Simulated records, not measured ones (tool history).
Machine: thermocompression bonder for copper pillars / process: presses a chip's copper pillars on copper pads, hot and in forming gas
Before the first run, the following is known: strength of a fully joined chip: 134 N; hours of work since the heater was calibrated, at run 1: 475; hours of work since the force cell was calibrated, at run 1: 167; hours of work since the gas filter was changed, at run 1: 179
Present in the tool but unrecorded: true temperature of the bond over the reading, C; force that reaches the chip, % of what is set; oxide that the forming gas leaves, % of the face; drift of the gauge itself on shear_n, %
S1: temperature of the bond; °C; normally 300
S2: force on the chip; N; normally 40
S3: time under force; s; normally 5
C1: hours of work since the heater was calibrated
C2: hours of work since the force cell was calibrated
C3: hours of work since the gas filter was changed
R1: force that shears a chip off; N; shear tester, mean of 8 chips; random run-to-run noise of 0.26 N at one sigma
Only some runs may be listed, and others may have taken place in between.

Run 1, hour 0.0: usual settings; C1 475; C2 167; C3 179. Result: R1 53.1 N.
Run 2, hour 5.4: usual settings; C1 479; C2 170; C3 182. Result: R1 52.9 N.
Run 3, hour 13.3: usual settings but S3 8 s; C1 484; C2 176; C3 187. Result: R1 63.1 N.
Run 4, hour 23.0: usual settings but S3 11 s; C1 490; C2 182; C3 193. Result: R1 70.3 N.
Run 5, hour 30.1: usual settings but S3 11 s; C1 495; C2 186; C3 198. Result: R1 70.7 N.
Run 6, hour 36.3: usual settings but S3 11 s; C1 499; C2 190; C3 202. Result: R1 69.7 N.
Run 7, hour 45.7: usual settings; C1 505; C2 196; C3 208. Result: R1 52.9 N.
Run 8, hour 55.2: usual settings but S2 33 N; C1 511; C2 202; C3 214. Result: R1 47.2 N.
Run 9, hour 60.0: usual settings but S2 26 N; C1 514; C2 205; C3 217. Result: R1 40.1 N.
Run 10, hour 70.1: usual settings but S2 26 N; C1 520; C2 212; C3 224. Result: R1 40.8 N.
Run 11, hour 79.0: usual settings but S2 26 N; C1 526; C2 218; C3 229. Result: R1 40.7 N.
Run 12, hour 86.8: usual settings; C1 531; C2 223; C3 234. Result: R1 52.5 N.
Run 13, hour 93.5: usual settings; C1 535; C2 227; C3 239. Result: R1 52.6 N.
Run 14, hour 104.1: usual settings; C1 542; C2 234; C3 245. Result: R1 52.4 N.
Run 15, hour 113.9: usual settings; C1 548; C2 240; C3 252. Result: R1 52.1 N.
Run 16, hour 125.0: usual settings but S2 52 N, S3 4 s; C1 555; C2 247; C3 259. Result: R1 56.2 N.
Run 17, hour 136.2: usual settings but S1 306 °C; C1 563; C2 254; C3 266. Result: R1 55.1 N.
Run 18, hour 145.7: usual settings but S1 321 °C, S2 49 N, S3 7 s; C1 569; C2 260; C3 272. Result: R1 78.1 N.
Run 19, hour 157.0: usual settings but S1 321 °C, S2 49 N, S3 7 s; C1 576; C2 268; C3 279. Result: R1 78.5 N.
Run 20, hour 166.0: usual settings but S1 321 °C, S2 49 N, S3 7 s; C1 582; C2 273; C3 285. Result: R1 77.7 N.
Run 21, hour 172.7: usual settings but S1 321 °C, S2 49 N, S3 7 s; C1 586; C2 278; C3 289. Result: R1 78.1 N.
Run 22, hour 179.6: usual settings but S1 321 °C, S2 38 N, S3 3 s; C1 590; C2 282; C3 294. Result: R1 50.6 N.
Run 23, hour 185.7: usual settings but S1 321 °C, S2 31 N, S3 4 s; C1 594; C2 286; C3 298. Result: R1 50.3 N.
At hour 187.3: forming gas filter changed.
Run 24, hour 197.3: usual settings but S1 321 °C, S2 31 N, S3 4 s; C1 601; C2 293; C3 6. Result: R1 51.1 N.
Run 25, hour 203.3: usual settings but S1 293 °C, S2 44 N, S3 4 s; C1 605; C2 297; C3 10. Result: R1 48.5 N.
Run 26, hour 209.3: usual settings but S1 279 °C, S2 49 N, S3 15 s; C1 609; C2 301; C3 14. Result: R1 72.6 N.
Run 27, hour 220.6: usual settings but S1 279 °C, S2 49 N, S3 15 s; C1 616; C2 308; C3 21. Result: R1 72.9 N.
Run 28, hour 228.8: usual settings but S1 278 °C, S2 25 N, S3 4 s; C1 622; C2 313; C3 27. Result: R1 27.9 N.
Run 29, hour 234.5: usual settings but S1 304 °C, S2 31 N, S3 6 s; C1 625; C2 317; C3 30. Result: R1 50.8 N.

Measured less the same run without the tool's hidden state. The same run-to-run variation is in both; the gauge's scatter may not be:
run    R1
  1  -2.6
  2  -2.6
  3  -3.1
  4  -3.3
  5  -3.4
  6  -3.4
  7  -2.9
  8  -2.7
  9  -2.3
 10  -2.4
 11  -2.5
 12  -3.0
 13  -3.1
 14  -3.1
 15  -3.2
 16  -3.5
 17  -3.4
 18  -4.2
 19  -4.4
 20  -4.4
 21  -4.4
 22  -3.3
 23  -3.3
 24  -2.0
 25  -2.1
 26  -2.7
 27  -2.8
 28  -1.5
 29  -2.2

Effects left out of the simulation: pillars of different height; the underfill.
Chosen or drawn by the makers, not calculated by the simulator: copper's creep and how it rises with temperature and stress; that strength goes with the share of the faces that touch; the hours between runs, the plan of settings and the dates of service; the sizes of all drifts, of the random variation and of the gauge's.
